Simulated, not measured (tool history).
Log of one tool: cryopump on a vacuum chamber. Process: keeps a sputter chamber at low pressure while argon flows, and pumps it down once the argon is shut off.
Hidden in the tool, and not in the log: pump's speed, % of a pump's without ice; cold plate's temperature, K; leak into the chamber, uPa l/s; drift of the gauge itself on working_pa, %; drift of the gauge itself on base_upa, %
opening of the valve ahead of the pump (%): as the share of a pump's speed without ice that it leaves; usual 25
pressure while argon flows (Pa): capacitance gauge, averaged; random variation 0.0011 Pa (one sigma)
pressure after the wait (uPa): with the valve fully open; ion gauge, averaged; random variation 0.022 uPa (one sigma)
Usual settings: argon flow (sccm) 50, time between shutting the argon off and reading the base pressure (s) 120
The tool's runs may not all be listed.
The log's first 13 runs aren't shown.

run	hour	argon flow (sccm)	time between shutting the argon off and reading the base pressure (s)	opening of the valve ahead of the pump (%)	hours of work since the pump was warmed up and emptied	hours of work since the cold head was overhauled	hours of work since the chamber's fittings were tightened	pressure while argon flows (Pa)	pressure after the wait (uPa)
14	198.1	50	171	25	401	401	477	0.2646	1.80
15	211.2	50	120	25	412	412	488	0.2653	2.03
16	230.5	50	120	25	429	429	504	0.2639	2.02
17	250.7	50	120	25	446	446	521	0.2680	2.16
18	263.7	50	120	25	457	457	532	0.2659	2.17
19	273.5	71	56	42	465	465	541	0.2396	2.73
20	289.3	23	67	42	478	478	554	0.0787	2.55
21	305.2	23	67	42	492	492	567	0.0785	2.64
22	314.3	23	67	42	499	499	575	0.0772	2.79
23	329.6	23	67	42	512	512	588	0.0780	2.75
24	340.5	50	62	18	522	522	597	0.3693	2.79
25	355.1	50	62	18	534	534	610	0.3669	2.97
# hour 374.5: pump warmed up, emptied and cooled again
26	377.8	98	120	37	3	549	625	0.3289	1.91
27	388.8	27	120	59	12	558	634	0.0564	1.93
28	401.0	89	120	59	22	569	644	0.1879	1.98
29	414.9	89	120	59	34	580	656	0.1900	1.98
30	433.2	28	45	46	50	596	671	0.0768	2.70
31	441.6	55	169	21	57	603	678	0.3223	1.95
32	458.4	25	264	25	71	617	693	0.1240	1.81
33	476.6	25	264	25	86	632	708	0.1254	1.85
34	486.5	25	240	40	95	641	716	0.0786	2.00

4 ways to go on from here, each from the tool as it stands after run 34. What would each give?
A	506.2	50	179	22	111	657	733	?	?
B	506.2	36	240	40	111	657	733	?	?
C	506.2	50	120	25	111	657	733	?	?
D	506.2	25	240	19	111	657	733	?	?

run	pressure while argon flows (Pa)	pressure after the wait (uPa)
A	0.2840	2.08
B	0.1140	1.96
C	0.2511	2.27
D	0.1632	1.98
Without the tool's hidden state the same runs would have given:
run	pressure while argon flows (Pa)	pressure after the wait (uPa)
A	0.2792	0.50
B	0.1106	0.45
C	0.2463	0.71
D	0.1609	0.42
